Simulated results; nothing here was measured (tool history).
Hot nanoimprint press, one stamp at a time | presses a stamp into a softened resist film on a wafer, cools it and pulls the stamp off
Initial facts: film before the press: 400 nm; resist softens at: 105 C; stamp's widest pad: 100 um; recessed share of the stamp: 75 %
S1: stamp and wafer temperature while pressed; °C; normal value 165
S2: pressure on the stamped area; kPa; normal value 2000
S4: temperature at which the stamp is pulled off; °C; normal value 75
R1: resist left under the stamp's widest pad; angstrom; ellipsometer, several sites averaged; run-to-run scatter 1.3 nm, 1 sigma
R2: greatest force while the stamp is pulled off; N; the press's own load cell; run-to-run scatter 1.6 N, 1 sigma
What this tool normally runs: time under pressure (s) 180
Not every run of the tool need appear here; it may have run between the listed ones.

run 1 hour=0.0 | S1=165 S2=2000 time_under_pressure_(s)=180 S4=75 | R1=2237 R2=164
run 2 hour=11.1 | S1=165 S2=2000 time_under_pressure_(s)=180 S4=75 | R1=2234 R2=166
run 3 hour=30.8 | S1=165 S2=2000 time_under_pressure_(s)=180 S4=75 | R1=2241 R2=164
run 4 hour=39.9 | S1=165 S2=2000 time_under_pressure_(s)=180 S4=75 | R1=2265 R2=167
run 5 hour=50.0 | S1=165 S2=2000 time_under_pressure_(s)=231 S4=75 | R1=2054 R2=164
run 6 hour=70.1 | S1=165 S2=2000 time_under_pressure_(s)=180 S4=75 | R1=2237 R2=170
run 7 hour=81.3 | S1=165 S2=2000 time_under_pressure_(s)=180 S4=75 | R1=2244 R2=171
run 8 hour=91.6 | S1=165 S2=2000 time_under_pressure_(s)=180 S4=75 | R1=2263 R2=171
run 9 hour=109.2 | S1=165 S2=2000 time_under_pressure_(s)=180 S4=75 | R1=2244 R2=174
run 10 hour=117.6 | S1=165 S2=2000 time_under_pressure_(s)=180 S4=75 | R1=2302 R2=172
run 11 hour=126.3 | S1=165 S2=2000 time_under_pressure_(s)=180 S4=77 | R1=2271 R2=162
run 12 hour=146.1 | S1=165 S2=2000 time_under_pressure_(s)=180 S4=77 | R1=2272 R2=168
run 13 hour=154.8 | S1=165 S2=2000 time_under_pressure_(s)=180 S4=67 | R1=2295 R2=201
run 14 hour=171.8 | S1=165 S2=2000 time_under_pressure_(s)=180 S4=75 | R1=2288 R2=173
run 15 hour=183.9 | S1=165 S2=2000 time_under_pressure_(s)=180 S4=75 | R1=2312 R2=178
run 16 hour=200.1 | S1=165 S2=2000 time_under_pressure_(s)=180 S4=75 | R1=2293 R2=176
run 17 hour=215.2 | S1=165 S2=2000 time_under_pressure_(s)=146 S4=67 | R1=2487 R2=206
run 18 hour=234.7 | S1=167 S2=1560 time_under_pressure_(s)=145 S4=74 | R1=2410 R2=183
run 19 hour=253.0 | S1=167 S2=1560 time_under_pressure_(s)=145 S4=77 | R1=2432 R2=174
-- hour=267.8 stamp cleaned and given a new release coat
run 20 hour=268.2 | S1=165 S2=2000 time_under_pressure_(s)=307 S4=79 | R1=1906 R2=142
run 21 hour=276.4 | S1=165 S2=2000 time_under_pressure_(s)=307 S4=79 | R1=1910 R2=143
run 22 hour=290.5 | S1=161 S2=1340 time_under_pressure_(s)=131 S4=68 | R1=3271 R2=173
run 23 hour=305.7 | S1=161 S2=1340 time_under_pressure_(s)=131 S4=68 | R1=3226 R2=174
run 24 hour=317.2 | S1=167 S2=1670 time_under_pressure_(s)=180 S4=75 | R1=2221 R2=157
run 25 hour=332.2 | S1=166 S2=1570 time_under_pressure_(s)=180 S4=75 | R1=2410 R2=156
run 26 hour=343.6 | S1=169 S2=1570 time_under_pressure_(s)=180 S4=81 | R1=2055 R2=140
run 27 hour=355.2 | S1=165 S2=2110 time_under_pressure_(s)=180 S4=75 | R1=2292 R2=157
run 28 hour=372.5 | S1=171 S2=2000 time_under_pressure_(s)=335 S4=75 | R1=1284 R2=156
run 29 hour=387.8 | S1=165 S2=1850 time_under_pressure_(s)=277 S4=75 | R1=2093 R2=166

Each row is a separate what-if for the run after 29, all from the same tool condition, not one after another. Results?
run A hour=402.6 | S1=174 S2=1850 time_under_pressure_(s)=262 S4=75 | R1=? R2=?
run B hour=402.6 | S1=173 S2=2790 time_under_pressure_(s)=277 S4=63 | R1=? R2=?
run C hour=402.6 | S1=165 S2=1220 time_under_pressure_(s)=113 S4=80 | R1=? R2=?
run D hour=402.6 | S1=169 S2=2590 time_under_pressure_(s)=152 S4=75 | R1=? R2=?

run=A R1=1234 R2=163
run=B R1=1063 R2=194
run=C R1=3060 R2=145
run=D R1=1833 R2=163
Had the tool no hidden state, the same runs would have come out as:
run=A R1=1130 R2=151
run=B R1=962 R2=180
run=C R1=2922 R2=134
run=D R1=1677 R2=151

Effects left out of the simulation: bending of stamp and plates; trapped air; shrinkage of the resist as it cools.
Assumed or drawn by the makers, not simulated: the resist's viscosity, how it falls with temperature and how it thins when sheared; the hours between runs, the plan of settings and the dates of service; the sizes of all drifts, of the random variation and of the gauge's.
